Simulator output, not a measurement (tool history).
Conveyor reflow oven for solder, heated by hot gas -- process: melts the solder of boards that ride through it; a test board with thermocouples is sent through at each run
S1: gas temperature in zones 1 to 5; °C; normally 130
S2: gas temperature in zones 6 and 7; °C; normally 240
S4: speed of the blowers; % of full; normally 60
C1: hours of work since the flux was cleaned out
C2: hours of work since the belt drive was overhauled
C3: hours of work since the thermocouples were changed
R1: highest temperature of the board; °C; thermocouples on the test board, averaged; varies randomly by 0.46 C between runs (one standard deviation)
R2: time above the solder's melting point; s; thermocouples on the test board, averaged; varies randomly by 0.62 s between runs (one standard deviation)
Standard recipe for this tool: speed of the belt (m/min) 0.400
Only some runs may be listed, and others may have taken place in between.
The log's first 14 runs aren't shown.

run 15 hour=97.1 | S1=130 S2=240 speed_of_the_belt_(m/min)=0.400 S4=60 | C1=380 C2=305 C3=284 | R1=216.1 R2=61.8
run 16 hour=102.2 | S1=120 S2=245 speed_of_the_belt_(m/min)=0.330 S4=52 | C1=384 C2=308 C3=288 | R1=223.8 R2=80.5
-- hour=110.5 flux residue cleaned out of gas plates and filters
run 17 hour=117.0 | S1=145 S2=252 speed_of_the_belt_(m/min)=0.400 S4=60 | C1=5 C2=315 C3=295 | R1=227.7 R2=78.4
run 18 hour=122.4 | S1=141 S2=252 speed_of_the_belt_(m/min)=0.400 S4=81 | C1=9 C2=319 C3=299 | R1=232.1 R2=79.8
run 19 hour=129.2 | S1=125 S2=240 speed_of_the_belt_(m/min)=0.400 S4=81 | C1=14 C2=324 C3=304 | R1=218.4 R2=64.5
run 20 hour=136.6 | S1=125 S2=240 speed_of_the_belt_(m/min)=0.400 S4=81 | C1=19 C2=330 C3=309 | R1=218.5 R2=63.9
run 21 hour=143.6 | S1=125 S2=240 speed_of_the_belt_(m/min)=0.400 S4=81 | C1=24 C2=335 C3=314 | R1=218.6 R2=63.2
run 22 hour=152.8 | S1=125 S2=240 speed_of_the_belt_(m/min)=0.400 S4=81 | C1=31 C2=341 C3=321 | R1=217.5 R2=63.0
run 23 hour=157.7 | S1=139 S2=240 speed_of_the_belt_(m/min)=0.326 S4=81 | C1=34 C2=345 C3=324 | R1=226.5 R2=94.2
-- hour=168.4 flux residue cleaned out of gas plates and filters, once more
run 24 hour=169.3 | S1=137 S2=244 speed_of_the_belt_(m/min)=0.332 S4=64 | C1=1 C2=350 C3=329 | R1=230.5 R2=95.2
run 25 hour=175.2 | S1=137 S2=244 speed_of_the_belt_(m/min)=0.332 S4=64 | C1=5 C2=354 C3=333 | R1=230.2 R2=93.4
run 26 hour=179.6 | S1=117 S2=240 speed_of_the_belt_(m/min)=0.446 S4=60 | C1=8 C2=357 C3=336 | R1=211.4 R2=47.5
run 27 hour=186.0 | S1=138 S2=233 speed_of_the_belt_(m/min)=0.479 S4=85 | C1=13 C2=362 C3=341 | R1=213.2 R2=52.9
run 28 hour=193.0 | S1=127 S2=240 speed_of_the_belt_(m/min)=0.414 S4=60 | C1=18 C2=367 C3=346 | R1=217.2 R2=60.5
run 29 hour=200.1 | S1=139 S2=240 speed_of_the_belt_(m/min)=0.400 S4=60 | C1=23 C2=372 C3=351 | R1=220.6 R2=70.9
run 30 hour=204.6 | S1=139 S2=240 speed_of_the_belt_(m/min)=0.400 S4=60 | C1=26 C2=375 C3=354 | R1=220.1 R2=70.8

Predict each of these 5 candidate next runs independently; none follows another, all start after run 30:
run A hour=210.6 | S1=119 S2=240 speed_of_the_belt_(m/min)=0.400 S4=60 | C1=30 C2=379 C3=359 | R1=? R2=?
run B hour=210.6 | S1=130 S2=238 speed_of_the_belt_(m/min)=0.400 S4=60 | C1=30 C2=379 C3=359 | R1=? R2=?
run C hour=210.6 | S1=139 S2=255 speed_of_the_belt_(m/min)=0.400 S4=60 | C1=30 C2=379 C3=359 | R1=? R2=?
run D hour=210.6 | S1=139 S2=247 speed_of_the_belt_(m/min)=0.400 S4=63 | C1=30 C2=379 C3=359 | R1=? R2=?
run E hour=210.6 | S1=140 S2=240 speed_of_the_belt_(m/min)=0.471 S4=74 | C1=30 C2=379 C3=359 | R1=? R2=?

run=A R1=216.1 R2=60.1
run=B R1=217.2 R2=63.8
run=C R1=233.5 R2=79.3
run=D R1=226.4 R2=77.1
run=E R1=216.8 R2=58.5
Take away the tool's hidden state, keep each run's random variation, and the runs would have read:
run=A R1=216.4 R2=59.8
run=B R1=217.5 R2=63.5
run=C R1=233.8 R2=78.8
run=D R1=226.8 R2=76.7
run=E R1=217.1 R2=58.2

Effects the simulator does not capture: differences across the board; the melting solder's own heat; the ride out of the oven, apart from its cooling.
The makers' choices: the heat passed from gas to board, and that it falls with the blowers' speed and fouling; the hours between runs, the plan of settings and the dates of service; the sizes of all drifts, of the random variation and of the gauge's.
